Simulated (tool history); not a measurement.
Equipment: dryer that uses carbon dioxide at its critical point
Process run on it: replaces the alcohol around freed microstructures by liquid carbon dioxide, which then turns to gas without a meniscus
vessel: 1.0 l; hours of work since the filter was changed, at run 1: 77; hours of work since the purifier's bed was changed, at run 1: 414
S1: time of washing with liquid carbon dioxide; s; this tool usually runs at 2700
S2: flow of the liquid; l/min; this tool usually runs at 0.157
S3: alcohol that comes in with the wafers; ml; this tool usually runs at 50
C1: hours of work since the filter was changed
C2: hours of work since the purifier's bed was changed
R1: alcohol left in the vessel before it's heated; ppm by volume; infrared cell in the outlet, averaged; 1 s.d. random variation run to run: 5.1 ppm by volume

run   hour    S1     S2   S3   C1   C2    R1
  1    0.0  2700  0.157   50   77  414   107
  2   19.5  2700  0.157   50   91  428   118
  3   59.0  2700  0.250   50  118  455    31
  4   95.2  2700  0.250   50  143  480    30
  5  125.6  2700  0.157   22  164  501    67
  6  163.4  2700  0.157   22  190  527    81
  7  198.0  1920  0.157   50  214  551   646
  8  233.0  1920  0.157   50  238  575   664
  9  250.7  2700  0.157   50  251  588   155
 10  273.0  2700  0.208   50  266  603    56
 11  305.5  2700  0.208   50  289  625    55
 12  344.4  2700  0.157   31  315  652   114
 13  379.6  2700  0.157   90  340  677   275
 14  402.4  2700  0.157  102  356  692   318
 15  419.7  1920  0.153   38  367  704   677
 16  458.5  1920  0.204   38  394  731   195
 17  485.6  2040  0.260   27  413  750    59
 18  522.2  2040  0.260   27  438  775    64
 19  548.6  1740  0.216   47  457  793   301
 20  584.6  1740  0.216   47  481  818   325
     623.5  -- inlet filter changed
 21  623.5  3300  0.117   40    0  845   163
 22  655.4  3300  0.259  104   22  867    54
 23  676.7  3720  0.209   75   37  881    54
 24  693.0  3780  0.248   51   48  893    62
 25  724.5  2940  0.157  112   70  914   148
 26  760.5  2940  0.157  112   95  939   162
 27  778.0  1680  0.185  116  107  951  1035

Hidden state or all else? Some run-to-run changes of R1, split into what the settings, what came in and random variation would give without the hidden state, and what is left for the hidden state (with any gauge scatter that isn't in both results):
The tool's hidden condition here consists of: flow that reaches the vessel past the clogged filter, %; alcohol in the recycled carbon dioxide, ppm; drift of the gauge itself on alcohol_ppm, %.
Run 6 -> 7: S1 2700 -> 1920, S3 22 -> 50. R1 +565 ppm by volume: hidden state +151, all else +414.
Run 15 -> 16: S2 0.153 -> 0.204. R1 -482 ppm by volume: hidden state -173, all else -309.
Run 20 -> 21: S1 1740 -> 3300, S2 0.216 -> 0.117, S3 47 -> 40, inlet filter changed. R1 -162 ppm by volume: hidden state -153, all else -9.
Run 26 -> 27: S1 2940 -> 1680, S2 0.157 -> 0.185, S3 112 -> 116. R1 +873 ppm by volume: hidden state +141, all else +732.
